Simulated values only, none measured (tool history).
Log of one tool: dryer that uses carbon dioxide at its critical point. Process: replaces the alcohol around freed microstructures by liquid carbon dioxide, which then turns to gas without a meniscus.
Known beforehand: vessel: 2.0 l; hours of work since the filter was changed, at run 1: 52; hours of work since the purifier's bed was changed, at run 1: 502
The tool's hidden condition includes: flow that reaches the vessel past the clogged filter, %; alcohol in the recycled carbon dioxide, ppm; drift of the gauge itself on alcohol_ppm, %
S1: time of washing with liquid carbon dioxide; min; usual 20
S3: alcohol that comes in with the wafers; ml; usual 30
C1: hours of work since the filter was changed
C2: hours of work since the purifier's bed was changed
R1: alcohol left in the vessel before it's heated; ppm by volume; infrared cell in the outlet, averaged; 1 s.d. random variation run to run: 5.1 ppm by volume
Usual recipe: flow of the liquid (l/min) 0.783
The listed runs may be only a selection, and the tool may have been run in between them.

{"run": 1, "hour": 0.0, "S1": 20, "flow of the liquid (l/min)": 0.783, "S3": 30, "C1": 52, "C2": 502, "R1": 231}
{"run": 2, "hour": 13.3, "S1": 20, "flow of the liquid (l/min)": 0.783, "S3": 30, "C1": 62, "C2": 512, "R1": 238}
{"run": 3, "hour": 32.3, "S1": 20, "flow of the liquid (l/min)": 0.52, "S3": 30, "C1": 76, "C2": 526, "R1": 543}
{"run": 4, "hour": 47.1, "S1": 20, "flow of the liquid (l/min)": 0.499, "S3": 30, "C1": 87, "C2": 538, "R1": 614}
{"run": 5, "hour": 65.6, "S1": 20, "flow of the liquid (l/min)": 0.903, "S3": 30, "C1": 102, "C2": 552, "R1": 223}
{"run": 6, "hour": 80.8, "S1": 20, "flow of the liquid (l/min)": 0.784, "S3": 30, "C1": 113, "C2": 563, "R1": 254}
{"run": 7, "hour": 93.6, "S1": 20, "flow of the liquid (l/min)": 0.784, "S3": 30, "C1": 123, "C2": 573, "R1": 269}
{"run": 8, "hour": 107.2, "S1": 20, "flow of the liquid (l/min)": 0.784, "S3": 30, "C1": 133, "C2": 584, "R1": 265}
{"run": 9, "hour": 120.0, "S1": 20, "flow of the liquid (l/min)": 0.784, "S3": 30, "C1": 143, "C2": 593, "R1": 278}
{"run": 10, "hour": 143.4, "S1": 20, "flow of the liquid (l/min)": 0.784, "S3": 30, "C1": 161, "C2": 611, "R1": 286}
{"run": 11, "hour": 154.6, "S1": 20, "flow of the liquid (l/min)": 0.784, "S3": 30, "C1": 169, "C2": 620, "R1": 287}
{"run": 12, "hour": 169.3, "S1": 20, "flow of the liquid (l/min)": 0.783, "S3": 30, "C1": 181, "C2": 631, "R1": 294}
{"run": 13, "hour": 191.8, "S1": 20, "flow of the liquid (l/min)": 0.783, "S3": 74, "C1": 198, "C2": 648, "R1": 395}
{"run": 14, "hour": 210.7, "S1": 20, "flow of the liquid (l/min)": 0.783, "S3": 74, "C1": 212, "C2": 663, "R1": 394}
{"run": 15, "hour": 220.4, "S1": 20, "flow of the liquid (l/min)": 0.783, "S3": 74, "C1": 220, "C2": 670, "R1": 407}
{"run": 16, "hour": 240.0, "S1": 20, "flow of the liquid (l/min)": 0.783, "S3": 74, "C1": 235, "C2": 685, "R1": 414}
{"run": 17, "hour": 252.4, "S1": 20, "flow of the liquid (l/min)": 0.783, "S3": 74, "C1": 244, "C2": 694, "R1": 416}
{"run": 18, "hour": 266.1, "S1": 20, "flow of the liquid (l/min)": 0.783, "S3": 74, "C1": 254, "C2": 705, "R1": 413}
{"run": 19, "hour": 279.6, "S1": 20, "flow of the liquid (l/min)": 0.783, "S3": 30, "C1": 265, "C2": 715, "R1": 324}
{"run": 20, "hour": 296.0, "S1": 20, "flow of the liquid (l/min)": 0.63, "S3": 32, "C1": 277, "C2": 728, "R1": 480}
{"run": 21, "hour": 309.4, "S1": 20, "flow of the liquid (l/min)": 0.63, "S3": 32, "C1": 287, "C2": 738, "R1": 480}
{"run": 22, "hour": 323.2, "S1": 23, "flow of the liquid (l/min)": 0.63, "S3": 32, "C1": 298, "C2": 748, "R1": 391}
{"hour": 346.6, "done": "inlet filter changed"}
{"run": 23, "hour": 347.3, "S1": 30, "flow of the liquid (l/min)": 1.109, "S3": 32, "C1": 1, "C2": 766, "R1": 280}
{"run": 24, "hour": 361.8, "S1": 30, "flow of the liquid (l/min)": 1.109, "S3": 32, "C1": 12, "C2": 777, "R1": 282}
{"run": 25, "hour": 379.0, "S1": 30, "flow of the liquid (l/min)": 1.109, "S3": 32, "C1": 25, "C2": 790, "R1": 280}
{"run": 26, "hour": 400.8, "S1": 16, "flow of the liquid (l/min)": 0.765, "S3": 42, "C1": 41, "C2": 807, "R1": 537}
{"run": 27, "hour": 422.2, "S1": 16, "flow of the liquid (l/min)": 0.99, "S3": 66, "C1": 58, "C2": 823, "R1": 391}
{"run": 28, "hour": 441.4, "S1": 22, "flow of the liquid (l/min)": 0.968, "S3": 30, "C1": 72, "C2": 838, "R1": 300}
{"run": 29, "hour": 461.2, "S1": 22, "flow of the liquid (l/min)": 0.968, "S3": 30, "C1": 87, "C2": 853, "R1": 316}
{"hour": 483.4, "done": "purifier's bed changed"}
{"run": 30, "hour": 487.5, "S1": 16, "flow of the liquid (l/min)": 0.918, "S3": 58, "C1": 105, "C2": 3, "R1": 156}
{"run": 31, "hour": 501.1, "S1": 25, "flow of the liquid (l/min)": 0.55, "S3": 30, "C1": 116, "C2": 13, "R1": 101}
{"run": 32, "hour": 516.5, "S1": 22, "flow of the liquid (l/min)": 1.195, "S3": 34, "C1": 127, "C2": 25, "R1": 20}
{"run": 33, "hour": 532.4, "S1": 22, "flow of the liquid (l/min)": 1.195, "S3": 34, "C1": 139, "C2": 37, "R1": 19}
{"run": 34, "hour": 542.5, "S1": 25, "flow of the liquid (l/min)": 0.783, "S3": 30, "C1": 147, "C2": 45, "R1": 35}
{"run": 35, "hour": 552.0, "S1": 24, "flow of the liquid (l/min)": 0.691, "S3": 20, "C1": 154, "C2": 52, "R1": 54}
{"run": 36, "hour": 564.1, "S1": 20, "flow of the liquid (l/min)": 0.783, "S3": 107, "C1": 164, "C2": 62, "R1": 231}

Predict the results of run 37:
{"run": 37, "hour": 579.5, "S1": 20, "flow of the liquid (l/min)": 0.647, "S3": 29, "C1": 175, "C2": 73, "R1": "?"}

R1: 177 ppm by volume
With no hidden state in the tool, this same run would have given R1 125 ppm by volume.
